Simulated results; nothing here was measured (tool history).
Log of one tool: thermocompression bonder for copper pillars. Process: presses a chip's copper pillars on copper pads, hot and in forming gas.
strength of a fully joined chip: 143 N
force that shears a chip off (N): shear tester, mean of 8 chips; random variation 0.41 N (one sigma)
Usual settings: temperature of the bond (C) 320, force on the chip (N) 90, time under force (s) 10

run	hour	temperature of the bond (C)	force on the chip (N)	time under force (s)	force that shears a chip off (N)
1	0	320	90	10	55.7
2	18.4	300	90	10	46
3	37.5	300	90	10	45.9
4	53	300	90	10	45.3
5	60.9	320	90	10	55.6
6	74.7	320	90	10	55.8
7	85.6	320	90	10	55.9
8	94.8	310	90	10	51
9	102.9	310	90	10	50.4
# hour 108.2: forming gas filter changed
10	121	310	90	10	52.7
11	140	308	90	10	51.6
12	154.9	308	90	10	51.7
13	168.5	320	90	16	68.7
14	183.3	320	90	16	69.5
15	191.5	320	90	16	69.1
16	201.7	320	90	16	69.1
17	216.6	320	90	16	69.1
18	233.1	320	90	16	69.3
19	245.1	320	90	16	69.1
20	255.7	320	90	16	70.1
21	271	292	90	16	53.1
# hour 275.3: force cell calibrated
22	291.3	306	124	6	48.5
23	307.6	306	124	6	49.2
24	323.5	307	116	6	48.3
25	342	320	116	5	50.3
26	360.7	294	83	19	52.5
27	368.5	346	61	23	73.8
28	384.1	320	79	22	68.3
29	399	320	79	22	69.1
30	407.6	298	93	6	36.6

3 ways to go on from here, each from the tool as it stands after run 30. What would each give?
A	419.9	320	117	17	?
B	419.9	316	79	10	?
C	419.9	340	83	19	?

run	force that shears a chip off (N)
A	79.8
B	49.6
C	78.4
Without the tool's hidden state the same runs would have given:
run	force that shears a chip off (N)
A	78.3
B	48.2
C	77.1
